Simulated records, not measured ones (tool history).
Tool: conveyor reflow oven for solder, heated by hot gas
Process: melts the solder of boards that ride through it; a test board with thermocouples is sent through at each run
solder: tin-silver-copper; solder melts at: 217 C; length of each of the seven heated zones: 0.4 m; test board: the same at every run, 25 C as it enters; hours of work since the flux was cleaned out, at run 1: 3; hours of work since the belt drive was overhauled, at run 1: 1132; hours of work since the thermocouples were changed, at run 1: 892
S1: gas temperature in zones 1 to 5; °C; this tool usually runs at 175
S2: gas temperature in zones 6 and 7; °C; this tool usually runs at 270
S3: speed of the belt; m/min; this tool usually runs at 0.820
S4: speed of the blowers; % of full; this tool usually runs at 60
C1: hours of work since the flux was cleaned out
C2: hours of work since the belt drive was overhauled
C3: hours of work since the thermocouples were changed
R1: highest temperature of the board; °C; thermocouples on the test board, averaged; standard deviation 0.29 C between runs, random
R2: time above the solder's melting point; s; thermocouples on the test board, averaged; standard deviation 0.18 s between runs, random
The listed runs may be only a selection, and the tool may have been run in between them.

| run | hour | S1 | S2 | S3 | S4 | C1 | C2 | C3 | R1 | R2 |
|---|---|---|---|---|---|---|---|---|---|---|
| 1 | 0.0 | 175 | 270 | 0.820 | 60 | 3 | 1132 | 892 | 254.3 | 46.5 |
| 2 | 32.2 | 175 | 270 | 0.914 | 60 | 22 | 1152 | 911 | 251.0 | 39.2 |
| 3 | 60.8 | 175 | 270 | 0.824 | 60 | 39 | 1169 | 928 | 253.5 | 46.1 |
| 4 | 88.8 | 175 | 270 | 0.820 | 60 | 56 | 1186 | 945 | 254.1 | 46.0 |
|  | 119.5 | belt drive overhauled, speed set with a stopwatch |
| 5 | 120.8 | 175 | 270 | 0.820 | 67 | 73 | 1 | 962 | 256.0 | 47.7 |
| 6 | 141.1 | 175 | 270 | 0.895 | 60 | 85 | 13 | 974 | 250.8 | 40.7 |
| 7 | 173.8 | 175 | 270 | 0.895 | 60 | 105 | 33 | 994 | 250.7 | 40.7 |
| 8 | 197.9 | 184 | 270 | 0.820 | 60 | 120 | 47 | 1009 | 254.7 | 50.1 |
| 9 | 219.6 | 184 | 270 | 0.820 | 60 | 133 | 60 | 1022 | 255.2 | 50.0 |
|  | 245.3 | belt drive overhauled, speed set with a stopwatch, once more |
| 10 | 259.9 | 184 | 270 | 0.820 | 60 | 155 | 9 | 1044 | 253.7 | 47.2 |
| 11 | 288.7 | 184 | 270 | 0.820 | 58 | 172 | 26 | 1061 | 253.7 | 47.0 |
| 12 | 307.8 | 184 | 270 | 0.820 | 58 | 183 | 38 | 1072 | 253.0 | 47.2 |
| 13 | 327.7 | 184 | 270 | 0.820 | 58 | 196 | 50 | 1084 | 253.8 | 47.1 |
| 14 | 360.2 | 165 | 270 | 0.820 | 58 | 215 | 69 | 1104 | 249.3 | 39.7 |
| 15 | 388.4 | 165 | 270 | 0.820 | 58 | 232 | 86 | 1121 | 249.7 | 39.3 |
| 16 | 423.5 | 175 | 267 | 0.820 | 60 | 253 | 107 | 1142 | 249.2 | 42.0 |
| 17 | 448.6 | 175 | 264 | 0.781 | 60 | 268 | 123 | 1157 | 247.8 | 43.8 |
| 18 | 479.5 | 175 | 267 | 0.781 | 69 | 287 | 141 | 1176 | 251.8 | 46.5 |
| 19 | 512.9 | 175 | 270 | 0.828 | 60 | 307 | 161 | 1196 | 251.2 | 42.7 |
|  | 526.3 | flux residue cleaned out of gas plates and filters |
| 20 | 543.9 | 166 | 278 | 0.753 | 55 | 11 | 177 | 1212 | 260.7 | 50.4 |
| 21 | 561.5 | 166 | 278 | 0.753 | 55 | 21 | 188 | 1222 | 260.2 | 50.4 |
| 22 | 577.1 | 166 | 278 | 0.753 | 55 | 31 | 197 | 1232 | 260.1 | 50.1 |
| 23 | 613.3 | 166 | 278 | 0.753 | 55 | 52 | 219 | 1254 | 260.0 | 50.2 |
| 24 | 646.1 | 175 | 270 | 0.879 | 60 | 72 | 239 | 1273 | 250.6 | 40.1 |
| 25 | 665.8 | 175 | 270 | 0.879 | 60 | 84 | 251 | 1285 | 250.1 | 39.9 |
| 26 | 685.1 | 175 | 270 | 0.879 | 60 | 96 | 262 | 1297 | 250.0 | 39.6 |
| 27 | 716.3 | 161 | 277 | 0.853 | 73 | 115 | 281 | 1316 | 257.9 | 41.9 |
| 28 | 743.4 | 160 | 266 | 0.820 | 60 | 131 | 297 | 1332 | 246.3 | 36.8 |
| 29 | 780.1 | 180 | 265 | 0.668 | 85 | 153 | 319 | 1354 | 256.6 | 61.3 |
| 30 | 805.0 | 180 | 265 | 0.668 | 85 | 168 | 334 | 1369 | 256.2 | 61.2 |
| 31 | 823.1 | 175 | 265 | 0.961 | 60 | 179 | 345 | 1380 | 242.7 | 31.1 |

4 ways to go on from here, each from the tool as it stands after run 31. What would each give?
| A | 845.7 | 175 | 270 | 0.820 | 81 | 193 | 359 | 1394 | ? | ? |
| B | 845.7 | 179 | 270 | 0.820 | 83 | 193 | 359 | 1394 | ? | ? |
| C | 845.7 | 175 | 283 | 0.859 | 60 | 193 | 359 | 1394 | ? | ? |
| D | 845.7 | 164 | 260 | 0.961 | 75 | 193 | 359 | 1394 | ? | ? |

| run | R1 | R2 |
|---|---|---|
| A | 255.9 | 46.5 |
| B | 256.2 | 48.0 |
| C | 262.1 | 46.3 |
| D | 239.3 | 27.3 |
With the hidden condition removed and each run's random variation left untouched, the same runs would have given:
| run | R1 | R2 |
|---|---|---|
| A | 259.3 | 48.1 |
| B | 259.5 | 49.5 |
| C | 265.5 | 47.6 |
| D | 242.9 | 30.0 |
